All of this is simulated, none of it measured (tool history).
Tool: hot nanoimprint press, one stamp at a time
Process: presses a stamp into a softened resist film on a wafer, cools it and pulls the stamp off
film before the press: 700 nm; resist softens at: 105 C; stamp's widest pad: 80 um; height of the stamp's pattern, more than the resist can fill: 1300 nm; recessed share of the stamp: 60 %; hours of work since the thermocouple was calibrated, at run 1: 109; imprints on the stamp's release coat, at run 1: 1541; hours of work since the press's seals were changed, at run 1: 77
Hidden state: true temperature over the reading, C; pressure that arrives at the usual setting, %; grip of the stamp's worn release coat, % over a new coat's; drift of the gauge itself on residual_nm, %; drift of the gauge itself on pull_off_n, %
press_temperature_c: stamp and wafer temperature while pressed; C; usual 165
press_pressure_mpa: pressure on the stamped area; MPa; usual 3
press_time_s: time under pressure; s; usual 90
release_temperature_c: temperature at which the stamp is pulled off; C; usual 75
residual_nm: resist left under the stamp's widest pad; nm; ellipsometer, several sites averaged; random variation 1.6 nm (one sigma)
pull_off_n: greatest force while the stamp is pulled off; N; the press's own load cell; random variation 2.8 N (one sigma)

| run | hour | press_temperature_c | press_pressure_mpa | press_time_s | release_temperature_c | hours of work since the thermocouple was calibrated | imprints on the stamp's release coat | hours of work since the press's seals were changed | residual_nm | pull_off_n |
|---|---|---|---|---|---|---|---|---|---|---|
| 1 | 0 | 165 | 3 | 90 | 75 | 109 | 1541 | 77 | 254.6 | 172 |
| 2 | 5 | 165 | 3 | 88 | 75 | 111 | 1550 | 79 | 258.6 | 170 |
| 3 | 15.3 | 165 | 3 | 88 | 75 | 115 | 1567 | 83 | 260 | 162 |
| 4 | 23.2 | 165 | 3 | 88 | 75 | 119 | 1581 | 87 | 257.8 | 169 |
| 5 | 32.3 | 165 | 3.56 | 88 | 75 | 123 | 1596 | 91 | 240.6 | 167 |
| 6 | 42.2 | 165 | 3 | 90 | 75 | 127 | 1613 | 95 | 258.7 | 170 |
| 7 | 51.9 | 165 | 3 | 90 | 75 | 131 | 1630 | 99 | 254.5 | 179 |
| 8 | 56.7 | 165 | 3 | 90 | 75 | 133 | 1638 | 101 | 257.7 | 175 |
| 9 | 62 | 165 | 3 | 90 | 75 | 135 | 1647 | 103 | 259.9 | 174 |
| 10 | 72.8 | 165 | 3 | 90 | 75 | 140 | 1666 | 108 | 257.6 | 178 |
| 11 | 81.5 | 165 | 3 | 83 | 75 | 144 | 1681 | 112 | 267.5 | 174 |
| 12 | 90.8 | 165 | 3 | 83 | 75 | 148 | 1696 | 116 | 267.1 | 175 |
| 13 | 97 | 156 | 2.66 | 83 | 73 | 150 | 1707 | 118 | 456.7 | 187 |
| 14 | 104.8 | 166 | 3 | 90 | 75 | 153 | 1720 | 121 | 246.4 | 177 |
| 15 | 113.2 | 166 | 3 | 178 | 80 | 157 | 1735 | 125 | 185.7 | 168 |
| 16 | 119.3 | 175 | 2.66 | 90 | 76 | 160 | 1745 | 128 | 162.1 | 171 |

Run 17 comes next. What will it give?
| 17 | 127.3 | 165 | 1.89 | 51 | 63 | 163 | 1759 | 131 | ? | ? |

{"run 17": {"residual_nm": 398.1, "pull_off_n": 203}}
Without the tool's hidden state the same run would have given residual_nm 390.4 nm, pull_off_n 153 N.
